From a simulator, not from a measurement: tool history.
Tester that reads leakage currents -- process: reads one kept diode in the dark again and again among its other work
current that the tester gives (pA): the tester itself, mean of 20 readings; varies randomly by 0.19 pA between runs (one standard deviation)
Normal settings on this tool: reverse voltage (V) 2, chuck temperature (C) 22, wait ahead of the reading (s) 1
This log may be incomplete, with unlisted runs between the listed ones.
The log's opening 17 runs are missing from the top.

run,hour,reverse voltage (V),chuck temperature (C),wait ahead of the reading (s),current that the tester gives (pA)
18,1492.6,2,22,7.62,71.25
19,1564.4,2,22,7.27,71.28
20,1639.3,2,22,7.27,71.39
21,1692.9,2,59,1.52,1378.44
# hour 1719.4: chuck's temperature calibrated, once more
22,1784.1,2.32,22,0.55,68.51
23,1854,2,43,1.49,367.86
24,1923.3,2,22,1.6,63.95
25,2010.3,7.46,45,3.25,782.98
26,2121.6,1.75,42,1,322.73
27,2182,12.17,40,1,675.67
28,2304.7,11.69,37,1,519.38
29,2405.7,11.69,37,1,526.3
30,2468.2,2,56,1.67,1016.49
31,2596.4,2,56,1.67,1023.13
# hour 2676.5: tester calibrated
32,2688.9,2,26,0.52,93.01
33,2774.5,2,23,1.87,71.51
34,2900.2,2,23,5.41,71.77
35,3003,2,23,0.43,73.33
# hour 3012.7: probe card cleaned and baked
36,3087.9,7.04,22,3.18,111.07
37,3157.9,7.04,22,3.18,111.34
38,3219.3,1.78,26,0.36,88.13
39,3331.5,1.78,26,0.36,88.42
40,3397.9,1.78,26,0.36,89.11

Alternative continuations, all from the tool just after run 40; predict every row:
A,3458.2,9.89,50,2.1,?
B,3458.2,1.78,26,0.73,?
C,3458.2,2,50,0.67,?

run,current that the tester gives (pA)
A,1350.2
B,88.52
C,665.74
Without the tool's hidden state the same runs would have given:
run,current that the tester gives (pA)
A,1256.46
B,81.4
C,619.76

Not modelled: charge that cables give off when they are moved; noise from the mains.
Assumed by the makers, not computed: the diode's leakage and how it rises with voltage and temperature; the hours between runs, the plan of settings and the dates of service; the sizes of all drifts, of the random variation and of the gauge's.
